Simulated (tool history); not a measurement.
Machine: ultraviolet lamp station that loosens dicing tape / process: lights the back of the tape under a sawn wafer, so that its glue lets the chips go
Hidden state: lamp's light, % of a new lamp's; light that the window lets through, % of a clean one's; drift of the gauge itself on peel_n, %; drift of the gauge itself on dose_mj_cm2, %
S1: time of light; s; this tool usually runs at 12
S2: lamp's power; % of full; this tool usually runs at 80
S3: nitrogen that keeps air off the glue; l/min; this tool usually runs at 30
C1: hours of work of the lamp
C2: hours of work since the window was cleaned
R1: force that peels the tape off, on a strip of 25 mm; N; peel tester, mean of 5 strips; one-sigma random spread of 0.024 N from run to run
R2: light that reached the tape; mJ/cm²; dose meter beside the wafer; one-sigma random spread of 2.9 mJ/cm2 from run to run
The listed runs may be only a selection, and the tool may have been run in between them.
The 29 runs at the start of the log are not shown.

| run | hour | S1 | S2 | S3 | C1 | C2 | R1 | R2 |
|---|---|---|---|---|---|---|---|---|
| 30 | 1615.1 | 12 | 80 | 45 | 952 | 180 | 1.414 | 350 |
| 31 | 1682.5 | 12 | 80 | 45 | 986 | 213 | 1.455 | 341 |
| 32 | 1734.4 | 12 | 80 | 45 | 1012 | 239 | 1.41 | 337 |
| 33 | 1775.9 | 22 | 66 | 30 | 1032 | 260 | 0.817 | 506 |
| 34 | 1811.4 | 12 | 100 | 12 | 1050 | 278 | 2.134 | 420 |
| 35 | 1890.3 | 10 | 81 | 22 | 1090 | 317 | 2.837 | 280 |
|  | 1923.9 | window cleaned of glue's vapour |
| 36 | 1953.1 | 16 | 70 | 10 | 1121 | 15 | 2.565 | 400 |
| 37 | 2001.2 | 16 | 70 | 10 | 1145 | 39 | 2.537 | 396 |
| 38 | 2074.2 | 11 | 99 | 29 | 1181 | 75 | 1.501 | 390 |
| 39 | 2148.9 | 12 | 72 | 10 | 1218 | 112 | 3.788 | 296 |
| 40 | 2198.9 | 12 | 72 | 10 | 1243 | 137 | 3.756 | 299 |
| 41 | 2279.5 | 12 | 85 | 14 | 1283 | 177 | 2.625 | 345 |
| 42 | 2331.1 | 13 | 74 | 30 | 1309 | 203 | 1.969 | 320 |
| 43 | 2406.4 | 12 | 74 | 30 | 1347 | 241 | 2.388 | 291 |

Predict each of these 3 candidate next runs independently; none follows another, all start after run 43:
| A | 2439.7 | 12 | 77 | 31 | 1363 | 257 | ? | ? |
| B | 2439.7 | 12 | 80 | 23 | 1363 | 257 | ? | ? |
| C | 2439.7 | 6 | 74 | 11 | 1363 | 257 | ? | ? |

| run | R1 | R2 |
|---|---|---|
| A | 2.184 | 301 |
| B | 2.291 | 315 |
| C | 6.554 | 146 |
With the hidden condition removed and each run's random variation left untouched, the same runs would have given:
| run | R1 | R2 |
|---|---|---|
| A | 1.277 | 405 |
| B | 1.366 | 425 |
| C | 5.37 | 197 |
